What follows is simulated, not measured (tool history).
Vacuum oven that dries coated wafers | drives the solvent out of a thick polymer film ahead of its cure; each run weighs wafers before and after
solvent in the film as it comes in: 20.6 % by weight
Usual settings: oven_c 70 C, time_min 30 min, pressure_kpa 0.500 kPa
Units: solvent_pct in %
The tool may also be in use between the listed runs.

Run 1, day 0.000: usual settings. Result: solvent_pct 4.62 %.
Run 2, day 1.921: usual settings but oven_c 82 C. Result: solvent_pct 1.98 %.
Run 3, day 3.771: usual settings but oven_c 82 C. Result: solvent_pct 1.99 %.
Run 4, day 5.458: usual settings but oven_c 82 C. Result: solvent_pct 2.00 %.
Run 5, day 7.229: usual settings but oven_c 82 C, time_min 28 min. Result: solvent_pct 2.27 %.
Run 6, day 8.458: usual settings but oven_c 82 C, time_min 28 min. Result: solvent_pct 2.26 %.
Run 7, day 9.608: usual settings but pressure_kpa 1.021 kPa. Result: solvent_pct 4.99 %.
Run 8, day 10.433: usual settings but pressure_kpa 1.021 kPa. Result: solvent_pct 5.01 %.
Run 9, day 11.496: usual settings but pressure_kpa 1.021 kPa. Result: solvent_pct 4.99 %.
Run 10, day 13.150: usual settings but pressure_kpa 1.021 kPa. Result: solvent_pct 5.00 %.
Run 11, day 13.971: usual settings but oven_c 74 C, pressure_kpa 0.635 kPa. Result: solvent_pct 3.69 %.
Run 12, day 14.958: usual settings but oven_c 74 C, pressure_kpa 0.635 kPa. Result: solvent_pct 3.71 %.
Run 13, day 16.100: usual settings but oven_c 74 C, time_min 18 min, pressure_kpa 1.257 kPa. Result: solvent_pct 6.97 %.
Run 14, day 17.383: usual settings but oven_c 74 C, time_min 18 min, pressure_kpa 1.257 kPa. Result: solvent_pct 6.98 %.
Run 15, day 18.625: usual settings but oven_c 66 C, time_min 43 min. Result: solvent_pct 3.69 %.
Run 16, day 20.338: usual settings but oven_c 65 C, time_min 25 min, pressure_kpa 0.266 kPa. Result: solvent_pct 6.88 %.
Run 17, day 21.471: usual settings but oven_c 65 C, time_min 18 min, pressure_kpa 1.447 kPa. Result: solvent_pct 9.55 %.
Run 18, day 22.588: usual settings but oven_c 71 C, time_min 36 min, pressure_kpa 0.410 kPa. Result: solvent_pct 3.30 %.
Run 19, day 24.471: usual settings but oven_c 85 C, time_min 33 min, pressure_kpa 0.469 kPa. Result: solvent_pct 1.22 %.
Run 20, day 26.304: usual settings but oven_c 85 C, time_min 33 min, pressure_kpa 0.469 kPa. Result: solvent_pct 1.23 %.

Forecast each of these 5 alternatives for the next run:
Run A, day 27.775: usual settings but pressure_kpa 0.656 kPa. Result: solvent_pct ?.
Run B, day 27.775: usual settings but time_min 28 min, pressure_kpa 0.337 kPa. Result: solvent_pct ?.
Run C, day 27.775: usual settings but oven_c 67 C, time_min 51 min. Result: solvent_pct ?.
Run D, day 27.775: usual settings but time_min 39 min, pressure_kpa 0.795 kPa. Result: solvent_pct ?.
Run E, day 27.775: usual settings but oven_c 75 C. Result: solvent_pct ?.

run  solvent_pct
  A         4.69
  B         4.86
  C         2.65
  D         3.43
  E         3.37
Without the tool's hidden state the same runs would have given:
run  solvent_pct
  A         5.19
  B         5.35
  C         2.99
  D         3.85
  E         3.80
